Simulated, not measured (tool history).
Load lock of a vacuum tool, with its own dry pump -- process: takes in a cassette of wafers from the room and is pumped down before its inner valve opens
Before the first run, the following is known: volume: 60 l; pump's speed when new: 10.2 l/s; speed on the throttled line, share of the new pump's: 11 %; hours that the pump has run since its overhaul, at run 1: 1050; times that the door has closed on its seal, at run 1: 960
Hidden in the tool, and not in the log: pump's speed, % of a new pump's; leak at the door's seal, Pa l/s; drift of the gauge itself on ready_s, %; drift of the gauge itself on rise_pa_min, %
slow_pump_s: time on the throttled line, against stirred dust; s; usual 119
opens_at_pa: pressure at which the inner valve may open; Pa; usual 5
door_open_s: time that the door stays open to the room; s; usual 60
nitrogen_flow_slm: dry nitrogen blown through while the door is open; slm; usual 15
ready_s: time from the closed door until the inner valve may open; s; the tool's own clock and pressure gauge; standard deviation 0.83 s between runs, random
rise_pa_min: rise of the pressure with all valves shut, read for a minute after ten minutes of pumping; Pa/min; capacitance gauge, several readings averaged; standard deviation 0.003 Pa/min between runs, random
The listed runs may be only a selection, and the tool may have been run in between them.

| run | hour | slow_pump_s | opens_at_pa | door_open_s | nitrogen_flow_slm | hours that the pump has run since its overhaul | times that the door has closed on its seal | incoming humidity of the room's air, % | ready_s | rise_pa_min |
|---|---|---|---|---|---|---|---|---|---|---|
| 1 | 0.0 | 119 | 5 | 60 | 15 | 1050 | 960 | 47.0 | 164.0 | 0.020 |
| 2 | 43.1 | 119 | 5 | 60 | 15 | 1093 | 1034 | 45.3 | 165.3 | 0.023 |
| 3 | 96.3 | 119 | 5 | 60 | 15 | 1147 | 1125 | 45.0 | 164.4 | 0.021 |
| 4 | 172.6 | 119 | 5 | 60 | 15 | 1223 | 1256 | 44.1 | 166.5 | 0.020 |
| 5 | 224.6 | 119 | 5 | 60 | 15 | 1275 | 1345 | 44.1 | 165.7 | 0.022 |
| 6 | 302.4 | 119 | 5 | 60 | 13 | 1353 | 1478 | 49.0 | 165.5 | 0.024 |
| 7 | 356.5 | 119 | 5 | 60 | 15 | 1407 | 1571 | 45.2 | 163.7 | 0.022 |
| 8 | 404.4 | 119 | 5 | 60 | 15 | 1455 | 1653 | 45.4 | 166.0 | 0.026 |
| 9 | 481.8 | 119 | 6 | 60 | 15 | 1532 | 1786 | 47.3 | 164.5 | 0.026 |
| 10 | 564.8 | 119 | 6 | 60 | 15 | 1615 | 1928 | 45.0 | 163.5 | 0.026 |
| 11 | 647.6 | 119 | 6 | 60 | 15 | 1698 | 2070 | 40.5 | 164.5 | 0.020 |
| 12 | 722.9 | 119 | 6 | 60 | 15 | 1773 | 2199 | 44.0 | 165.1 | 0.021 |
| 13 | 813.6 | 119 | 6 | 60 | 15 | 1864 | 2355 | 45.5 | 164.0 | 0.026 |
| 14 | 891.3 | 119 | 5 | 60 | 15 | 1942 | 2488 | 44.4 | 164.8 | 0.022 |
| 15 | 970.2 | 119 | 5 | 60 | 15 | 2021 | 2624 | 43.1 | 165.3 | 0.019 |
| 16 | 1036.3 | 119 | 5 | 67 | 15 | 2087 | 2737 | 44.1 | 164.8 | 0.023 |
| 17 | 1080.5 | 119 | 5 | 38 | 5 | 2131 | 2813 | 44.5 | 165.0 | 0.026 |
| 18 | 1119.2 | 119 | 5 | 38 | 5 | 2170 | 2879 | 43.5 | 164.3 | 0.025 |
| 19 | 1200.5 | 119 | 5 | 38 | 5 | 2251 | 3019 | 44.1 | 164.3 | 0.033 |
| 20 | 1241.5 | 119 | 5 | 38 | 5 | 2292 | 3089 | 43.4 | 164.0 | 0.025 |
| 21 | 1284.2 | 119 | 5 | 177 | 13 | 2335 | 3162 | 45.0 | 164.7 | 0.038 |
| 22 | 1325.1 | 119 | 5 | 177 | 13 | 2375 | 3232 | 45.8 | 165.0 | 0.039 |
| 23 | 1371.9 | 119 | 9 | 53 | 4 | 2422 | 3312 | 44.6 | 160.5 | 0.032 |
| 24 | 1424.0 | 119 | 8 | 60 | 20 | 2474 | 3402 | 41.4 | 163.4 | 0.017 |
| 25 | 1475.2 | 189 | 5 | 92 | 37 | 2526 | 3490 | 48.0 | 229.0 | 0.018 |
| 26 | 1562.2 | 119 | 5 | 71 | 8 | 2613 | 3639 | 42.9 | 164.8 | 0.030 |
| 27 | 1633.8 | 119 | 5 | 71 | 8 | 2684 | 3762 | 43.1 | 166.5 | 0.032 |

Predict each of these 5 candidate next runs independently; none follows another, all start after run 27:
| A | 1676.0 | 119 | 5 | 60 | 10 | 2726 | 3834 | 44.7 | ? | ? |
| B | 1676.0 | 119 | 5 | 60 | 8 | 2726 | 3834 | 41.3 | ? | ? |
| C | 1676.0 | 142 | 5 | 71 | 10 | 2726 | 3834 | 41.4 | ? | ? |
| D | 1676.0 | 97 | 5 | 60 | 15 | 2726 | 3834 | 44.8 | ? | ? |
| E | 1676.0 | 119 | 5 | 60 | 9 | 2726 | 3834 | 44.6 | ? | ? |

| run | ready_s | rise_pa_min |
|---|---|---|
| A | 163.7 | 0.028 |
| B | 164.3 | 0.026 |
| C | 185.9 | 0.022 |
| D | 144.9 | 0.018 |
| E | 165.3 | 0.028 |
With no hidden state in the tool, these same runs would have given:
| run | ready_s | rise_pa_min |
|---|---|---|
| A | 163.7 | 0.028 |
| B | 164.3 | 0.026 |
| C | 185.9 | 0.021 |
| D | 144.9 | 0.018 |
| E | 165.3 | 0.028 |
